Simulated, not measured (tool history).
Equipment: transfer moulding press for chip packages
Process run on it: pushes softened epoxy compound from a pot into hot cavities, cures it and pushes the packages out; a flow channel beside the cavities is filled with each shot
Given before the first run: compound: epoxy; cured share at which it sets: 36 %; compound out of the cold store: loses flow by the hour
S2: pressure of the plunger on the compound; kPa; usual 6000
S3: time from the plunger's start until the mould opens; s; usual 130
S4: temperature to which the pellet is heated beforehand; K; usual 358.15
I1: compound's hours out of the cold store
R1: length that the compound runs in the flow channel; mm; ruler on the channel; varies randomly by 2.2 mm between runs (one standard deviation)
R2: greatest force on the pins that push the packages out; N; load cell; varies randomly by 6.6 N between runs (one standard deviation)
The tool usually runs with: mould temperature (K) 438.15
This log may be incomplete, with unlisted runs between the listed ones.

run 1 day=0 | mould_temperature_(K)=438.15 S2=6000 S3=130 S4=358.15 | I1=30.5 | R1=613 R2=291
run 2 day=0.567 | mould_temperature_(K)=438.15 S2=6000 S3=130 S4=358.15 | I1=34.8 | R1=603 R2=327
run 3 day=1.296 | mould_temperature_(K)=438.15 S2=5200 S3=130 S4=358.15 | I1=25.3 | R1=577 R2=363
run 4 day=2.008 | mould_temperature_(K)=438.15 S2=5200 S3=130 S4=358.15 | I1=30.6 | R1=567 R2=379
-- day=2.538 cavities cleaned with cleaning compound and waxed
run 5 day=3.204 | mould_temperature_(K)=436.15 S2=6000 S3=130 S4=358.15 | I1=15.4 | R1=638 R2=338
run 6 day=4.054 | mould_temperature_(K)=438.15 S2=6000 S3=151 S4=358.15 | I1=23.9 | R1=618 R2=320
run 7 day=5.079 | mould_temperature_(K)=438.15 S2=6000 S3=151 S4=358.15 | I1=44.9 | R1=585 R2=360
-- day=5.517 cavities cleaned with cleaning compound and waxed
run 8 day=5.979 | mould_temperature_(K)=434.15 S2=6000 S3=151 S4=358.15 | I1=17.8 | R1=631 R2=300
-- day=6.138 plunger's sealing rings changed
run 9 day=7.071 | mould_temperature_(K)=434.15 S2=6000 S3=151 S4=358.15 | I1=19.4 | R1=657 R2=339
run 10 day=7.688 | mould_temperature_(K)=438.15 S2=6000 S3=130 S4=351.15 | I1=26.1 | R1=637 R2=355
run 11 day=8.342 | mould_temperature_(K)=438.15 S2=6000 S3=130 S4=358.15 | I1=46.1 | R1=603 R2=391
-- day=8.542 cavities cleaned with cleaning compound and waxed
run 12 day=9.55 | mould_temperature_(K)=438.15 S2=6000 S3=130 S4=366.15 | I1=38.7 | R1=613 R2=322
run 13 day=10.246 | mould_temperature_(K)=438.15 S2=6000 S3=130 S4=366.15 | I1=15.5 | R1=645 R2=343
run 14 day=10.967 | mould_temperature_(K)=438.15 S2=6000 S3=161 S4=358.15 | I1=8.1 | R1=654 R2=344
-- day=11.508 cavities cleaned with cleaning compound and waxed
run 15 day=11.6 | mould_temperature_(K)=436.15 S2=5070 S3=130 S4=358.15 | I1=42.8 | R1=562 R2=289
run 16 day=12.088 | mould_temperature_(K)=436.15 S2=5070 S3=130 S4=358.15 | I1=47.7 | R1=552 R2=316
-- day=12.721 mould's thermocouples calibrated
run 17 day=12.946 | mould_temperature_(K)=446.15 S2=6000 S3=130 S4=358.15 | I1=46.7 | R1=579 R2=307
run 18 day=13.579 | mould_temperature_(K)=446.15 S2=6000 S3=130 S4=358.15 | I1=14.1 | R1=623 R2=324
run 19 day=14.183 | mould_temperature_(K)=446.15 S2=6000 S3=130 S4=358.15 | I1=25.3 | R1=604 R2=366
-- day=14.538 cavities cleaned with cleaning compound and waxed
run 20 day=15.025 | mould_temperature_(K)=446.15 S2=6000 S3=130 S4=358.15 | I1=19.1 | R1=611 R2=269
run 21 day=15.646 | mould_temperature_(K)=445.15 S2=6000 S3=118 S4=358.15 | I1=26.7 | R1=601 R2=305
run 22 day=16.708 | mould_temperature_(K)=438.15 S2=5010 S3=130 S4=361.15 | I1=27.8 | R1=567 R2=388
-- day=17.483 cavities cleaned with cleaning compound and waxed
run 23 day=17.842 | mould_temperature_(K)=438.15 S2=5130 S3=150 S4=349.15 | I1=40 | R1=552 R2=267
run 24 day=18.588 | mould_temperature_(K)=437.15 S2=4510 S3=130 S4=352.15 | I1=46.4 | R1=510 R2=353
run 25 day=19.692 | mould_temperature_(K)=438.15 S2=6950 S3=139 S4=367.15 | I1=40.8 | R1=634 R2=366
-- day=20.412 cavities cleaned with cleaning compound and waxed
run 26 day=20.646 | mould_temperature_(K)=438.15 S2=6950 S3=139 S4=367.15 | I1=13.5 | R1=677 R2=274
run 27 day=21.542 | mould_temperature_(K)=441.15 S2=5460 S3=156 S4=368.15 | I1=42.7 | R1=548 R2=296
run 28 day=22.171 | mould_temperature_(K)=441.15 S2=5460 S3=156 S4=368.15 | I1=26.9 | R1=571 R2=326

Selected run-to-run steps in R1, each split into two signed amounts: the part the tool would show with no hidden state at all (from settings, incoming material and random variation), and the remainder, which goes to the hidden state together with any gauge scatter not common to the measured and the hidden-state-free results:
The hidden state here: true mould temperature over the reading, C; pressure that reaches the compound, % of what is set; grip of the stained cavities, % over clean ones'; drift of the gauge itself on flow_mm, %; drift of the gauge itself on push_out_n, %.
Run 8 -> 9: plunger's sealing rings changed. R1 +26 mm: hidden state +27, all else -1.
Run 24 -> 25: mould temperature (K) 437.15 -> 438.15, S2 4510 -> 6950, S3 130 -> 139, S4 352.15 -> 367.15. R1 +124 mm: hidden state -9, all else +133.
Run 26 -> 27: mould temperature (K) 438.15 -> 441.15, S2 6950 -> 5460, S3 139 -> 156, S4 367.15 -> 368.15. R1 -129 mm: hidden state +5, all else -134.

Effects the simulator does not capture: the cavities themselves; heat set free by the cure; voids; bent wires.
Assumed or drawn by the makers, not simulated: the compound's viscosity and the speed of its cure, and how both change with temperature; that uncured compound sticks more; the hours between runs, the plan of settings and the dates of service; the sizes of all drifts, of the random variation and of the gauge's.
